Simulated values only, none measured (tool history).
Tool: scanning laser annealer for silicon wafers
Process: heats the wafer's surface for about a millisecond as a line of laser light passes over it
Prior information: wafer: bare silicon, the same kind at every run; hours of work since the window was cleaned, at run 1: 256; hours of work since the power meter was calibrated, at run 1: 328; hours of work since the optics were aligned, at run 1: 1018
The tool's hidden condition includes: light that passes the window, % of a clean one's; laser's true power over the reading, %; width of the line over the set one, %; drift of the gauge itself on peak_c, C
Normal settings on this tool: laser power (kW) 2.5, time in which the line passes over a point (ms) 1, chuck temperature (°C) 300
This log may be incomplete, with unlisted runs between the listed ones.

run,hour,laser power (kW),time in which the line passes over a point (ms),chuck temperature (°C),hours of work since the window was cleaned,hours of work since the power meter was calibrated,hours of work since the optics were aligned,highest temperature of the surface (°C)
1,0,2.5,1,300,256,328,1018,1065
2,47.7,2.5,1,272,278,349,1040,1032
3,78.3,2.5,1,272,292,363,1054,1032
4,111.4,2.5,1,272,307,379,1069,1033
5,157.7,2.5,1,272,328,400,1090,1027
6,195.2,2.5,1,339,345,417,1108,1093
# hour 221.7: optics aligned, line set to its width
7,250.5,2.5,1,339,368,440,13,1087
8,301.3,2.274,1,300,391,463,36,966
# hour 324.6: optics aligned, line set to its width, once more
9,352.5,2.274,1,300,412,484,13,993
10,407.3,2.5,1,300,437,509,38,1073
11,451.7,2.5,1,307,458,529,58,1077
12,509,2.5,1,307,484,555,84,1075
13,556.9,2.254,1,300,506,577,106,978
14,616.8,2.254,1,300,533,605,133,976
15,662.2,2.5,1,300,554,625,154,1063
16,716.7,2.5,1,300,579,650,179,1064
17,751.4,2.5,1,300,594,666,195,1063
18,782.5,2.5,1,300,609,680,209,1058
19,819.1,2.5,0.84,300,625,697,226,1000
20,859.2,2.5,0.84,300,644,715,244,999
21,901.6,2.36,1,260,663,735,263,965
22,953.7,2.36,1,260,687,758,287,963
23,1001.1,2.506,1.21,338,708,780,309,1159
24,1050.5,2.746,1.21,338,731,803,331,1251
25,1102.7,2.148,1.11,338,755,826,355,992
26,1141.3,2.148,0.92,297,772,844,373,895
27,1198.9,2.5,1.06,300,799,870,399,1060
28,1232.8,2.3,1,300,814,886,415,972
29,1263.7,2.5,1.06,324,828,900,429,1086
30,1319.6,2.349,1.06,324,854,926,454,1028
31,1374,2.349,1.06,324,879,950,479,1027
32,1427.6,2.5,0.8,296,903,975,504,965
33,1456.7,2.147,0.8,297,916,988,517,853
# hour 1501.5: window over the wafer cleaned
34,1518.2,2.147,0.8,297,8,1015,544,892
35,1565.3,2.595,1.13,296,29,1037,565,1161
36,1594.8,2.359,0.81,300,43,1050,579,967
37,1636.5,2.359,0.81,300,62,1069,598,963
38,1696.9,2.359,0.81,300,89,1097,626,965
39,1735.8,2.359,0.81,300,107,1115,643,961
40,1785.4,2.359,0.81,300,130,1137,666,959

5 ways to go on from here, each from the tool as it stands after run 40. What would each give?
A,1843.7,2.5,1.01,300,156,1164,693,?
B,1843.7,2.288,1.07,315,156,1164,693,?
C,1843.7,2.266,0.81,335,156,1164,693,?
D,1843.7,2.256,1,290,156,1164,693,?
E,1843.7,2.511,0.94,260,156,1164,693,?

run,highest temperature of the surface (°C)
A,1076
B,1033
C,964
D,977
E,1016
Had the tool no hidden state, the same runs would have come out as:
run,highest temperature of the surface (°C)
A,1109
B,1063
C,991
D,1006
E,1048
